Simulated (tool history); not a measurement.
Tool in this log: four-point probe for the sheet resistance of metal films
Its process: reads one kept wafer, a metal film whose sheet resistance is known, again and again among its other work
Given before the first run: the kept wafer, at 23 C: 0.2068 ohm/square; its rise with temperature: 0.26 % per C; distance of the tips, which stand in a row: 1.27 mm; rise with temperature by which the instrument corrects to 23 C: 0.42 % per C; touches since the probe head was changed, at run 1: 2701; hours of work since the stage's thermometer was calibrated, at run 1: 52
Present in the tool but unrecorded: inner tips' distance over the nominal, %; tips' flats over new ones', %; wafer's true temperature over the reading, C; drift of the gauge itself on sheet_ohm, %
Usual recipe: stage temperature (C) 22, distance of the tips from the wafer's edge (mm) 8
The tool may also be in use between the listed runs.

run,hour,stage temperature (C),distance of the tips from the wafer's edge (mm),touches since the probe head was changed,hours of work since the stage's thermometer was calibrated,sheet resistance as the instrument gives it (ohm/square)
1,0,22,8,2701,52,0.209141
2,18.4,22,31,3502,61,0.206682
3,39,22,31,4402,71,0.206557
4,56.7,22,31,5172,80,0.206564
5,76.6,22,8,6042,89,0.209158
6,88,22,8,6537,95,0.209117
7,97.6,22,8,6954,99,0.209115
8,110.8,22,8,7530,106,0.209109
9,120.5,32,8,7954,110,0.205856
# hour 121.9: stage's thermometer calibrated
10,137.6,22,7,8677,8,0.209937
11,151.1,25,65,9266,14,0.205418
12,167.9,32,19,9999,22,0.203627
# hour 176.5: stage's thermometer calibrated, once more
13,187.7,23,8,10840,5,0.208664
14,196.6,23,64,11229,10,0.205862
15,214.9,22,68,12027,19,0.206242
16,228.9,33,4,12636,25,0.213071
17,239.2,33,4,13087,30,0.213065
18,252.7,21,5,13673,37,0.213364
19,262.1,21,5,14084,41,0.213435

Below are 3 alternative next runs, each starting from the tool's condition after run 19. Predict each:
A,273.3,19,16,14575,47,?
B,273.3,27,8,14575,47,?
C,273.3,23,25,14575,47,?

run,sheet resistance as the instrument gives it (ohm/square)
A,0.207942
B,0.207319
C,0.206125
Without the tool's unlogged condition, the same runs would have read:
run,sheet resistance as the instrument gives it (ohm/square)
A,0.208919
B,0.208292
C,0.207093
